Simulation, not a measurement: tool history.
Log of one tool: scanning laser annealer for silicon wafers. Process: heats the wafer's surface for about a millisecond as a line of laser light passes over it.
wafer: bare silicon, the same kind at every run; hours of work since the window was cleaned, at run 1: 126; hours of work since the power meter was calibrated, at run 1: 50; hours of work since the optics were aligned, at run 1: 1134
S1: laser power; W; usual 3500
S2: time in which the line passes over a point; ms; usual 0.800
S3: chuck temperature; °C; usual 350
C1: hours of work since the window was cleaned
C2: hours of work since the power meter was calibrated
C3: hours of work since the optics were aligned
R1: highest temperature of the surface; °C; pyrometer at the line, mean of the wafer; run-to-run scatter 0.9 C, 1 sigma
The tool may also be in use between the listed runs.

run,hour,S1,S2,S3,C1,C2,C3,R1
1,0.0,3500,0.800,350,126,50,1134,1073.7
2,8.2,3500,0.800,314,131,55,1139,1036.9
3,13.8,3500,0.800,350,135,58,1143,1073.9
4,19.6,3500,0.800,350,138,62,1146,1072.0
5,25.2,3500,0.800,350,142,65,1150,1072.3
6,32.1,3500,0.800,350,146,70,1154,1071.8
7,41.5,3500,0.800,350,152,76,1160,1072.9
8,50.1,3500,0.704,350,157,81,1165,1030.4
9,59.4,3293,0.800,350,163,87,1171,1027.8
10,66.4,3293,0.800,350,167,91,1175,1027.6
11,74.2,3293,0.800,350,172,96,1180,1027.6
12,84.6,3293,0.800,350,178,102,1186,1029.4
13,94.1,3293,0.800,350,184,108,1192,1028.9
14,101.6,3323,0.800,350,189,113,1197,1034.3
15,111.4,3323,0.800,350,195,119,1203,1034.7
16,119.8,3323,0.800,361,200,124,1208,1045.2
17,127.1,3323,0.800,378,205,128,1213,1063.8
18,133.3,3500,0.800,350,208,132,1217,1072.6
19,139.5,3500,0.800,350,212,136,1220,1072.4
20,149.7,3500,0.800,381,218,142,1227,1102.5
21,158.4,3500,0.800,381,224,148,1232,1103.5
22,167.4,3500,0.800,332,229,153,1238,1055.7
23,175.1,3500,0.800,332,234,158,1242,1053.3
24,181.2,3500,0.800,332,238,162,1246,1053.5
25,187.2,3500,0.800,332,242,165,1250,1053.9
26,196.6,3391,0.716,311,247,171,1256,972.6
27,205.7,3269,0.696,369,253,177,1261,999.3
28,213.5,3077,0.880,350,258,182,1266,1010.6
29,220.9,3077,0.582,350,262,186,1271,890.0
30,228.0,3552,0.800,350,267,191,1275,1081.1
31,232.6,3350,0.820,344,270,193,1278,1041.9
32,242.7,3022,0.660,383,276,200,1284,949.2
33,250.6,3665,0.941,318,281,205,1289,1136.1
34,257.3,3498,0.869,374,285,209,1293,1125.7
35,263.2,3726,0.836,389,289,212,1297,1174.3
36,270.3,3726,0.836,389,293,217,1301,1175.2
37,276.4,3640,0.836,367,297,221,1305,1133.6
38,284.8,3640,0.836,367,302,226,1310,1134.8
39,291.0,3640,0.836,367,306,229,1314,1132.7
40,301.4,3259,0.836,330,312,236,1320,1013.8

Predict each of these 5 candidate next runs independently; none follows another, all start after run 40:
A,308.5,3259,0.836,347,316,240,1325,?
B,308.5,3782,0.767,330,316,240,1325,?
C,308.5,3498,0.898,350,316,240,1325,?
D,308.5,3046,0.800,350,316,240,1325,?
E,308.5,3165,0.998,370,316,240,1325,?

run,R1
A,1029.5
B,1094.1
C,1110.7
D,973.7
E,1094.2
Take away the tool's hidden state, keep each run's random variation, and the runs would have read:
run,R1
A,1038.2
B,1103.8
C,1120.4
D,981.6
E,1103.4
